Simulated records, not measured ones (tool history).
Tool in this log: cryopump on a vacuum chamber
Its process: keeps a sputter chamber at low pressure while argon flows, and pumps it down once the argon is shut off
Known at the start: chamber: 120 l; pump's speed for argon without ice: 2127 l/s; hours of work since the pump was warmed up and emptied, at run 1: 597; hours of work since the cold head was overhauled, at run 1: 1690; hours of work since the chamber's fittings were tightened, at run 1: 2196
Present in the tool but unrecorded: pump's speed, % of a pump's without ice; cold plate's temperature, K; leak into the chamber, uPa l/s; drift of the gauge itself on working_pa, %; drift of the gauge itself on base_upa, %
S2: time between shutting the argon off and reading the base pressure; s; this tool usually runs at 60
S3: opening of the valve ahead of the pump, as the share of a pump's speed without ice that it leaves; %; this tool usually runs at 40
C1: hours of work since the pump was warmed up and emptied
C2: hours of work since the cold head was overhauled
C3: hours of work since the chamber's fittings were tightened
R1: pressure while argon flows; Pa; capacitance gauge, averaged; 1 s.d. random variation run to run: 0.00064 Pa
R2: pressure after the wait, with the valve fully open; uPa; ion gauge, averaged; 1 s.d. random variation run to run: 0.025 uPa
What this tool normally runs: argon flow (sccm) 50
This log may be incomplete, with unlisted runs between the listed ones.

Run 1, hour 0: usual settings; C1 597; C2 1690; C3 2196. Result: R1 0.104 Pa, R2 2.23 uPa.
Run 2, hour 59.9: usual settings; C1 624; C2 1717; C3 2224. Result: R1 0.1037 Pa, R2 2.29 uPa.
Run 3, hour 149: usual settings; C1 665; C2 1757; C3 2264. Result: R1 0.1049 Pa, R2 2.31 uPa.
Run 4, hour 245.8: usual settings; C1 709; C2 1802; C3 2308. Result: R1 0.1045 Pa, R2 2.33 uPa.
Run 5, hour 340.4: usual settings but S2 74 s; C1 752; C2 1845; C3 2351. Result: R1 0.1043 Pa, R2 2.27 uPa.
Run 6, hour 420.6: usual settings but S2 74 s; C1 789; C2 1881; C3 2388. Result: R1 0.1058 Pa, R2 2.34 uPa.
Run 7, hour 469.3: usual settings but argon flow (sccm) 36, S2 72 s, S3 33 %; C1 811; C2 1903; C3 2410. Result: R1 0.0907 Pa, R2 2.24 uPa.
Run 8, hour 566.9: usual settings but argon flow (sccm) 54, S2 28 s; C1 855; C2 1948; C3 2454. Result: R1 0.1137 Pa, R2 3.41 uPa.
Run 9, hour 683.1: usual settings but argon flow (sccm) 54, S2 28 s; C1 908; C2 2001; C3 2507. Result: R1 0.1156 Pa, R2 3.49 uPa.
Run 10, hour 801.8: usual settings but argon flow (sccm) 72, S2 193 s; C1 962; C2 2055; C3 2561. Result: R1 0.1522 Pa, R2 1.98 uPa.

Below are 3 alternative next runs, each starting from the tool's condition after run 10. Predict each:
Run A, hour 880.3: usual settings but argon flow (sccm) 33, S2 45 s, S3 18 %; C1 998; C2 2090; C3 2597. Result: R1 ?, R2 ?.
Run B, hour 880.3: usual settings but S3 59 %; C1 998; C2 2090; C3 2597. Result: R1 ?, R2 ?.
Run C, hour 880.3: usual settings but argon flow (sccm) 48; C1 998; C2 2090; C3 2597. Result: R1 ?, R2 ?.

run      R1    R2
  A  0.1512  2.93
  B  0.0751   2.6
  C  0.1022  2.59
With no hidden state in the tool, these same runs would have given:
run      R1    R2
  A  0.1464  1.28
  B   0.068  0.99
  C  0.0953  0.97

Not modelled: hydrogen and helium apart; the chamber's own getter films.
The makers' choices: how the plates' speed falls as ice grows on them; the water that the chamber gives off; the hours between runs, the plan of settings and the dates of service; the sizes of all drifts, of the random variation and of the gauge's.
